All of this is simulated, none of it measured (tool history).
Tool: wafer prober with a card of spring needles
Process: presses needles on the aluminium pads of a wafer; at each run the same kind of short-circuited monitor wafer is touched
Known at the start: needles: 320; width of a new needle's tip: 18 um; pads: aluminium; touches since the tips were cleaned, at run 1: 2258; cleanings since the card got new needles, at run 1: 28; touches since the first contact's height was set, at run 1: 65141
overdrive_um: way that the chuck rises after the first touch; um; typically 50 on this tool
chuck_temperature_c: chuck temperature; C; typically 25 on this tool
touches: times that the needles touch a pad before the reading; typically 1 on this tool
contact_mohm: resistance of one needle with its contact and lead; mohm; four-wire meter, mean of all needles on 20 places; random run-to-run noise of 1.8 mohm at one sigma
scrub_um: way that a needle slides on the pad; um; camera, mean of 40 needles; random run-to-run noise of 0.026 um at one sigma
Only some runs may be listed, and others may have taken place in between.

run,day,overdrive_um,chuck_temperature_c,touches,touches since the tips were cleaned,cleanings since the card got new needles,touches since the first contact's height was set,contact_mohm,scrub_um
1,0,50,25,1,2258,28,65141,195,13.15
# day 0.65: tips cleaned on abrasive film
2,1.262,50,25,1,5584,29,76587,187,13.12
# day 1.492: tips cleaned on abrasive film
# day 2.362: tips cleaned on abrasive film
3,2.658,50,25,1,2712,31,89226,191,13.1
# day 3.183: tips cleaned on abrasive film
4,3.283,50,25,1,903,32,94843,192,13.09
# day 4.058: tips cleaned on abrasive film
5,4.058,50,25,1,0,33,101880,189,13.13
# day 4.904: tips cleaned on abrasive film
6,5.454,50,25,1,5016,34,114521,189,13.12
# day 5.788: tips cleaned on abrasive film
# day 6.617: tips cleaned on abrasive film
7,6.9,50,48,1,2586,36,127596,197,13.12
# day 7.512: tips cleaned on abrasive film
8,7.538,50,25,1,230,37,133375,190,13.18
# day 8.346: tips cleaned on abrasive film
9,8.667,50,25,1,2943,38,143604,194,13.19
# day 9.242: tips cleaned on abrasive film
10,9.654,50,25,1,3755,39,152553,193,13.15
# day 10.179: tips cleaned on abrasive film
11,10.288,50,25,1,997,40,158262,191,13.17
# day 11.083: tips cleaned on abrasive film
12,11.762,50,26,1,6184,41,171649,192,13.15
# day 11.929: tips cleaned on abrasive film
# day 12.792: tips cleaned on abrasive film
13,12.904,50,25,1,1023,43,181936,191,13.13
# day 13.425: height of the first contact set anew
# day 13.629: tips cleaned on abrasive film
14,14.188,50,25,1,5054,44,6880,193,13.2
# day 14.488: tips cleaned on abrasive film
# day 15.354: tips cleaned on abrasive film
15,15.483,50,25,1,1183,46,18609,192,13.17
# day 16.25: tips cleaned on abrasive film
16,16.279,50,25,1,258,47,25815,192,13.16
# day 17.171: tips cleaned on abrasive film
17,17.279,50,25,1,988,48,34866,191,13.17
# day 18.017: tips cleaned on abrasive film
18,18.508,50,25,1,4498,49,46023,189,13.16
# day 18.892: tips cleaned on abrasive film
19,19.658,50,25,3,6950,50,56423,193,13.14
# day 19.738: tips cleaned on abrasive film
# day 20.617: tips cleaned on abrasive film
20,20.75,38,25,1,1221,52,66287,201,10.01
# day 21.433: tips cleaned on abrasive film
21,21.817,38,88,2,3482,53,75951,214,9.98
# day 22.296: tips cleaned on abrasive film
22,22.792,39,31,1,4495,54,84767,196,10.23
# day 23.2: tips cleaned on abrasive film
23,23.538,50,27,2,3092,55,91533,194,13.15
# day 24.079: tips cleaned on abrasive film
24,24.879,50,27,2,7273,56,103689,193,13.14
# day 24.95: tips cleaned on abrasive film
# day 25.812: tips cleaned on abrasive film
25,26.229,50,37,2,3768,58,115893,199,13.14
# day 26.725: tips cleaned on abrasive film
26,27.512,50,36,2,7160,59,127519,192,13.12
# day 27.588: tips cleaned on abrasive film
27,28.304,51,111,2,6519,60,134680,214,13.39
# day 28.421: tips cleaned on abrasive film
28,28.979,51,111,2,5069,61,140806,214,13.42
# day 29.308: tips cleaned on abrasive film
# day 30.183: tips cleaned on abrasive film
29,30.183,51,34,3,0,63,151669,194,13.4
# day 31.033: tips cleaned on abrasive film
30,31.188,67,114,3,1371,64,160759,210,17.66
# day 31.867: tips cleaned on abrasive film
31,32.058,38,114,3,1736,65,168650,218,10

What differs in the tool's unlogged condition from the final listed run ahead of each entry between runs to the first listed run following it?
In the gap between runs 1 and 2: tips cleaned on abrasive film (day 0.65)
  debris on the tips, nm: 0.6 -> 0.9
In the gap between runs 2 and 3: tips cleaned on abrasive film (day 1.492); tips cleaned on abrasive film (day 2.362)
  debris on the tips, nm: 0.9 -> 0.7
In the gap between runs 3 and 4: tips cleaned on abrasive film (day 3.183)
  debris on the tips, nm: 0.7 -> 0.4
In the gap between runs 4 and 5: tips cleaned on abrasive film (day 4.058)
  debris on the tips, nm: 0.4 -> 0.1
In the gap between runs 5 and 6: tips cleaned on abrasive film (day 4.904)
  debris on the tips, nm: 0.1 -> 0.9
In the gap between runs 6 and 7: tips cleaned on abrasive film (day 5.788); tips cleaned on abrasive film (day 6.617)
  debris on the tips, nm: 0.9 -> 0.7; way that the needles fall short of the set height, um: 0 -> 0.01
In the gap between runs 7 and 8: tips cleaned on abrasive film (day 7.512)
  debris on the tips, nm: 0.7 -> 0.1
In the gap between runs 8 and 9: tips cleaned on abrasive film (day 8.346)
  debris on the tips, nm: 0.1 -> 0.7
In the gap between runs 9 and 10: tips cleaned on abrasive film (day 9.242)
  debris on the tips, nm: 0.7 -> 0.8
In the gap between runs 10 and 11: tips cleaned on abrasive film (day 10.179)
  debris on the tips, nm: 0.8 -> 0.3
In the gap between runs 11 and 12: tips cleaned on abrasive film (day 11.083)
  debris on the tips, nm: 0.3 -> 0.9
In the gap between runs 12 and 13: tips cleaned on abrasive film (day 11.929); tips cleaned on abrasive film (day 12.792)
  debris on the tips, nm: 0.9 -> 0.4
In the gap between runs 13 and 14: height of the first contact set anew (day 13.425); tips cleaned on abrasive film (day 13.629)
  debris on the tips, nm: 0.4 -> 0.9; way that the needles fall short of the set height, um: 0.01 -> 0; tips' diameter, um: 18 -> 18.01
In the gap between runs 14 and 15: tips cleaned on abrasive film (day 14.488); tips cleaned on abrasive film (day 15.354)
  debris on the tips, nm: 0.9 -> 0.4
In the gap between runs 15 and 16: tips cleaned on abrasive film (day 16.25)
  debris on the tips, nm: 0.4 -> 0.1
In the gap between runs 16 and 17: tips cleaned on abrasive film (day 17.171)
  debris on the tips, nm: 0.1 -> 0.4
In the gap between runs 17 and 18: tips cleaned on abrasive film (day 18.017)
  debris on the tips, nm: 0.4 -> 0.8
In the gap between runs 18 and 19: tips cleaned on abrasive film (day 18.892)
  debris on the tips, nm: 0.8 -> 1
In the gap between runs 19 and 20: tips cleaned on abrasive film (day 19.738); tips cleaned on abrasive film (day 20.617)
  debris on the tips, nm: 1 -> 0.4
In the gap between runs 20 and 21: tips cleaned on abrasive film (day 21.433)
  debris on the tips, nm: 0.4 -> 0.8
In the gap between runs 21 and 22: tips cleaned on abrasive film (day 22.296)
  debris on the tips, nm: 0.8 -> 0.9
In the gap between runs 22 and 23: tips cleaned on abrasive film (day 23.2)
  debris on the tips, nm: 0.9 -> 0.7
In the gap between runs 23 and 24: tips cleaned on abrasive film (day 24.079)
  debris on the tips, nm: 0.7 -> 1
In the gap between runs 24 and 25: tips cleaned on abrasive film (day 24.95); tips cleaned on abrasive film (day 25.812)
  debris on the tips, nm: 1 -> 0.8
In the gap between runs 25 and 26: tips cleaned on abrasive film (day 26.725)
  debris on the tips, nm: 0.8 -> 0.9; way that the needles fall short of the set height, um: 0 -> 0.01
In the gap between runs 26 and 27: tips cleaned on abrasive film (day 27.588)
  no difference in the tool's unlogged condition between these two runs
In the gap between runs 27 and 28: tips cleaned on abrasive film (day 28.421)
  no difference in the tool's unlogged condition between these two runs
In the gap between runs 28 and 29: tips cleaned on abrasive film (day 29.308); tips cleaned on abrasive film (day 30.183)
  debris on the tips, nm: 0.9 -> 0
In the gap between runs 29 and 30: tips cleaned on abrasive film (day 31.033)
  debris on the tips, nm: 0 -> 0.5
In the gap between runs 30 and 31: tips cleaned on abrasive film (day 31.867)
  no difference in the tool's unlogged condition between these two runs
